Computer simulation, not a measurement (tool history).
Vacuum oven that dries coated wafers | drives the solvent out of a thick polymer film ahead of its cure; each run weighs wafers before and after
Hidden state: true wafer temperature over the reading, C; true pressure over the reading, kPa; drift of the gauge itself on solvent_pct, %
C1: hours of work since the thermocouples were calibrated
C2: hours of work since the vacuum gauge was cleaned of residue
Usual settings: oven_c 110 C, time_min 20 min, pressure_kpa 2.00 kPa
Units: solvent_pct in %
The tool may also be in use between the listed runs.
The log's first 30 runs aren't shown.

Run 31, day 26.800: usual settings but time_min 11 min, pressure_kpa 2.26 kPa; C1 284; C2 1058. Result: solvent_pct 4.74 %.
Run 32, day 27.708: usual settings but pressure_kpa 3.39 kPa; C1 301; C2 1075. Result: solvent_pct 3.65 %.
Run 33, day 28.800: usual settings but pressure_kpa 3.39 kPa; C1 322; C2 1096. Result: solvent_pct 3.69 %.
Run 34, day 29.854: usual settings but oven_c 108 C, pressure_kpa 3.16 kPa; C1 342; C2 1116. Result: solvent_pct 3.93 %.
Run 35, day 31.079: usual settings but oven_c 108 C, pressure_kpa 3.16 kPa; C1 365; C2 1139. Result: solvent_pct 3.90 %.
Run 36, day 32.292: usual settings but oven_c 121 C, pressure_kpa 2.84 kPa; C1 388; C2 1162. Result: solvent_pct 1.78 %.
Run 37, day 32.817: usual settings but time_min 27 min; C1 398; C2 1172. Result: solvent_pct 2.26 %.
Run 38, day 34.012: usual settings but time_min 27 min; C1 421; C2 1195. Result: solvent_pct 2.22 %.
Run 39, day 35.208: usual settings but time_min 10 min, pressure_kpa 4.32 kPa; C1 444; C2 1218. Result: solvent_pct 6.02 %.
Run 40, day 36.012: usual settings but time_min 29 min, pressure_kpa 1.28 kPa; C1 459; C2 1233. Result: solvent_pct 1.61 %.
Run 41, day 36.521: usual settings but oven_c 107 C, time_min 29 min, pressure_kpa 4.26 kPa; C1 469; C2 1243. Result: solvent_pct 4.16 %.
Run 42, day 37.646: usual settings but oven_c 107 C, time_min 29 min, pressure_kpa 4.26 kPa; C1 490; C2 1264. Result: solvent_pct 4.15 %.
Run 43, day 38.683: usual settings but oven_c 111 C, time_min 33 min, pressure_kpa 4.26 kPa; C1 510; C2 1284. Result: solvent_pct 3.34 %.

Run 44 comes next. What will it give?
Run 44, day 39.671: usual settings but oven_c 124 C, time_min 27 min; C1 529; C2 1303. Result: solvent_pct ?.

solvent_pct: 1.14 %
Without the tool's hidden state the same run would have given solvent_pct 0.96 %.
